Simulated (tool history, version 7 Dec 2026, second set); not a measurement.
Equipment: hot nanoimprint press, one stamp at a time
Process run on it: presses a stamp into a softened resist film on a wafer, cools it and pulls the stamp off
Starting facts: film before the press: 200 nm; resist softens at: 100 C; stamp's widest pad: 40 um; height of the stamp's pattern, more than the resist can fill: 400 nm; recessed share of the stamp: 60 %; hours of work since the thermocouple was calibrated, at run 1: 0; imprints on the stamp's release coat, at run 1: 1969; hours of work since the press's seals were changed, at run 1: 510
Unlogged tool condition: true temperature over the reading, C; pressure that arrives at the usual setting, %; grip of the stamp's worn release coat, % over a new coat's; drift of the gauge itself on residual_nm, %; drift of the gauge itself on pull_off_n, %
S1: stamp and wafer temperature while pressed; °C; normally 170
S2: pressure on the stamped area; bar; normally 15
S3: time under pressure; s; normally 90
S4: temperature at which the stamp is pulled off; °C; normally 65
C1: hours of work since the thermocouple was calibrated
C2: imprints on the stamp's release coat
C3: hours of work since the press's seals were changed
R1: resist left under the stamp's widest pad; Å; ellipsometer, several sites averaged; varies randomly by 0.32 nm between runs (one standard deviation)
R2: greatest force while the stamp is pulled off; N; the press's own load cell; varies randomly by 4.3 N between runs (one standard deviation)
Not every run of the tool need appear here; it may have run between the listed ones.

| run | hour | S1 | S2 | S3 | S4 | C1 | C2 | C3 | R1 | R2 |
|---|---|---|---|---|---|---|---|---|---|---|
| 1 | 0 | 170 | 15 | 90 | 65 | 0 | 1969 | 510 | 722 | 252 |
|  | 32.8 | stamp cleaned and given a new release coat |
| 2 | 78.2 | 170 | 15 | 90 | 65 | 44 | 184 | 553 | 711 | 217 |
| 3 | 136.4 | 170 | 15 | 90 | 65 | 79 | 421 | 589 | 712 | 220 |
| 4 | 181.9 | 170 | 15 | 90 | 65 | 107 | 605 | 616 | 712 | 218 |
| 5 | 229 | 170 | 15 | 90 | 65 | 136 | 796 | 645 | 695 | 222 |
| 6 | 284.8 | 170 | 15 | 90 | 65 | 169 | 1023 | 679 | 707 | 236 |
| 7 | 319.2 | 170 | 15 | 90 | 65 | 190 | 1163 | 700 | 698 | 232 |
| 8 | 386.2 | 170 | 15 | 90 | 65 | 231 | 1434 | 741 | 706 | 235 |
| 9 | 421.7 | 170 | 15 | 90 | 65 | 253 | 1579 | 762 | 700 | 244 |
|  | 456.1 | plate thermocouple calibrated |
| 10 | 458.3 | 170 | 15 | 90 | 65 | 1 | 1715 | 783 | 685 | 243 |
| 11 | 487.7 | 170 | 15 | 90 | 65 | 19 | 1834 | 800 | 685 | 236 |
| 12 | 542.2 | 170 | 15 | 90 | 65 | 52 | 2056 | 834 | 681 | 248 |
|  | 554.7 | stamp cleaned and given a new release coat |
| 13 | 594.9 | 170 | 15 | 90 | 65 | 81 | 163 | 862 | 682 | 213 |
|  | 625.9 | press's hydraulic seals changed and the load cell set to zero |
|  | 652 | plate thermocouple calibrated, once more |
| 14 | 652 | 170 | 15 | 90 | 65 | 0 | 350 | 14 | 711 | 215 |
| 15 | 697.1 | 170 | 15 | 90 | 65 | 27 | 533 | 41 | 713 | 225 |
| 16 | 765.4 | 170 | 22.2 | 45 | 65 | 69 | 811 | 83 | 707 | 227 |
| 17 | 796.9 | 170 | 9 | 90 | 60 | 88 | 939 | 102 | 950 | 244 |
| 18 | 855.1 | 170 | 21.8 | 90 | 65 | 123 | 1175 | 137 | 559 | 242 |
| 19 | 885.4 | 170 | 21.8 | 90 | 65 | 142 | 1298 | 156 | 559 | 239 |

Forecast run 20:
| 20 | 921.8 | 170 | 21.8 | 90 | 65 | 164 | 1446 | 178 | ? | ? |

R1: 557 Å
R2: 248 N
If the tool had no hidden condition, the same run with the same run-to-run variation would have returned R1 565 Å, R2 219 N.

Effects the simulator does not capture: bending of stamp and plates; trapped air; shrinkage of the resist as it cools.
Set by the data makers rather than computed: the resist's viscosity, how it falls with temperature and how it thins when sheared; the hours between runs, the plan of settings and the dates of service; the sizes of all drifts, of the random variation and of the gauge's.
